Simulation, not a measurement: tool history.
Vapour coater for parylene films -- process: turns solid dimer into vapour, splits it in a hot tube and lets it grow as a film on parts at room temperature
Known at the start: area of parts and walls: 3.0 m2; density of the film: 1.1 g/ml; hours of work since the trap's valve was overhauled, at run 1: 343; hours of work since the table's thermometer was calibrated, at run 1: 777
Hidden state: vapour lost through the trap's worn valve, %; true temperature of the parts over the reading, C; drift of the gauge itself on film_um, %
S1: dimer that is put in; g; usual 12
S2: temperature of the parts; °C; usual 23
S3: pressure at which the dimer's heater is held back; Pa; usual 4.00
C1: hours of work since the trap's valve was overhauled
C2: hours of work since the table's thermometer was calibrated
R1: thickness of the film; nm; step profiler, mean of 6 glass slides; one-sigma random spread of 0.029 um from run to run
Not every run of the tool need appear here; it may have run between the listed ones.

{"run": 1, "hour": 0.0, "S1": 12, "S2": 23, "S3": 4.0, "C1": 343, "C2": 777, "R1": 2650}
{"run": 2, "hour": 52.6, "S1": 12, "S2": 23, "S3": 4.0, "C1": 375, "C2": 809, "R1": 2670}
{"run": 3, "hour": 88.6, "S1": 14, "S2": 23, "S3": 4.0, "C1": 397, "C2": 831, "R1": 3040}
{"run": 4, "hour": 124.6, "S1": 15, "S2": 23, "S3": 4.0, "C1": 419, "C2": 853, "R1": 3310}
{"run": 5, "hour": 188.2, "S1": 15, "S2": 23, "S3": 4.0, "C1": 458, "C2": 892, "R1": 3360}
{"run": 6, "hour": 248.8, "S1": 15, "S2": 23, "S3": 2.59, "C1": 495, "C2": 929, "R1": 3620}
{"run": 7, "hour": 309.8, "S1": 15, "S2": 23, "S3": 2.59, "C1": 532, "C2": 967, "R1": 3650}
{"run": 8, "hour": 338.8, "S1": 15, "S2": 23, "S3": 2.59, "C1": 550, "C2": 984, "R1": 3580}
{"run": 9, "hour": 398.6, "S1": 15, "S2": 23, "S3": 2.59, "C1": 586, "C2": 1021, "R1": 3590}
{"hour": 423.4, "done": "trap's valve overhauled"}
{"run": 10, "hour": 466.3, "S1": 15, "S2": 23, "S3": 2.59, "C1": 26, "C2": 1060, "R1": 3620}
{"run": 11, "hour": 503.0, "S1": 15, "S2": 23, "S3": 2.59, "C1": 49, "C2": 1082, "R1": 3620}
{"run": 12, "hour": 567.8, "S1": 6, "S2": 23, "S3": 4.19, "C1": 88, "C2": 1122, "R1": 1350}
{"run": 13, "hour": 625.0, "S1": 6, "S2": 23, "S3": 4.19, "C1": 123, "C2": 1157, "R1": 1340}
{"run": 14, "hour": 668.9, "S1": 21, "S2": 25, "S3": 5.95, "C1": 150, "C2": 1184, "R1": 4070}
{"run": 15, "hour": 720.2, "S1": 21, "S2": 25, "S3": 5.95, "C1": 181, "C2": 1215, "R1": 4020}
{"run": 16, "hour": 787.2, "S1": 19, "S2": 23, "S3": 5.75, "C1": 222, "C2": 1256, "R1": 3990}
{"run": 17, "hour": 853.6, "S1": 15, "S2": 31, "S3": 7.69, "C1": 263, "C2": 1297, "R1": 2170}
{"run": 18, "hour": 896.0, "S1": 6, "S2": 23, "S3": 7.6, "C1": 289, "C2": 1323, "R1": 1200}
{"run": 19, "hour": 954.0, "S1": 17, "S2": 17, "S3": 5.98, "C1": 324, "C2": 1358, "R1": 4380}
{"run": 20, "hour": 982.8, "S1": 11, "S2": 23, "S3": 10.89, "C1": 342, "C2": 1376, "R1": 2040}
{"run": 21, "hour": 1052.6, "S1": 12, "S2": 17, "S3": 4.0, "C1": 385, "C2": 1418, "R1": 3290}

4 ways to go on from here, each from the tool as it stands after run 21. What would each give?
{"run": "A", "hour": 1114.9, "S1": 12, "S2": 29, "S3": 4.0, "C1": 423, "C2": 1456, "R1": "?"}
{"run": "B", "hour": 1114.9, "S1": 16, "S2": 23, "S3": 6.55, "C1": 423, "C2": 1456, "R1": "?"}
{"run": "C", "hour": 1114.9, "S1": 11, "S2": 20, "S3": 4.0, "C1": 423, "C2": 1456, "R1": "?"}
{"run": "D", "hour": 1114.9, "S1": 16, "S2": 23, "S3": 4.0, "C1": 423, "C2": 1456, "R1": "?"}

run=A R1=2160
run=B R1=3270
run=C R1=2720
run=D R1=3620
With the hidden condition removed and each run's random variation left untouched, the same runs would have given:
run=A R1=2160
run=B R1=3280
run=C R1=2730
run=D R1=3630

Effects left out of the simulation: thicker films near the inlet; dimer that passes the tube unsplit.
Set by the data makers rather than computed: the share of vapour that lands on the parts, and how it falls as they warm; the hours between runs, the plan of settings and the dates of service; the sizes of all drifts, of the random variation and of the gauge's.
